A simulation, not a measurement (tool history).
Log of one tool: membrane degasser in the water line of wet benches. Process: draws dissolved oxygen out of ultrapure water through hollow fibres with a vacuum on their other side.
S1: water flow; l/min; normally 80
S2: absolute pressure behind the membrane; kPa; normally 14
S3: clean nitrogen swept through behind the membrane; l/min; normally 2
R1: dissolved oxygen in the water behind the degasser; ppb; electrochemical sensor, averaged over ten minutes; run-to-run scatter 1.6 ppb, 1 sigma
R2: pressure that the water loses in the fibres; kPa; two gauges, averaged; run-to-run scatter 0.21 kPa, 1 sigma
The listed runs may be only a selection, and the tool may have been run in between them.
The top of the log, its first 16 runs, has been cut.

run,day,S1,S2,S3,R1,R2
17,141.525,93,33.9,2.59,1888.7,60.24
18,150.446,80,27.3,2,1665.3,51.72
19,160.988,77,16.4,1.14,1408.2,50.02
20,171.304,77,16.4,1.14,1412.1,49.84
# day 180.983: seals of the vacuum lines changed
21,181.8,77,13.6,1.14,1158.1,50.22
22,193.996,80,14,3.54,561.1,52.11
23,199.396,80,14,3.54,560.6,52.17
24,206.992,80,14,3.54,562.5,52.13
25,214.1,75,34.4,3.54,1301.4,49.13
26,222.538,71,26.6,4.76,773.3,46.41
27,230.058,49,9.1,3.96,181.8,31.91
28,235.646,49,9.1,3.96,182.4,32.25
29,245.038,49,9.1,3.96,182.3,32.15
30,253.617,70,30.6,5.35,796.9,46.17
31,262.262,85,14,1.5,1086.9,56.19

What if the next run were any one of these 3? Each begins from the tool's condition after run 31:
A,270.9,63,14.2,4.45,?,?
B,270.9,114,10.1,1.75,?,?
C,270.9,58,23.7,3.47,?,?

run,R1,R2
A,378.6,41.79
B,879.8,75.19
C,741.6,38.76
Take away the tool's hidden state, keep each run's random variation, and the runs would have read:
run,R1,R2
A,360.5,37.12
B,822.8,66.81
C,726.5,34.46
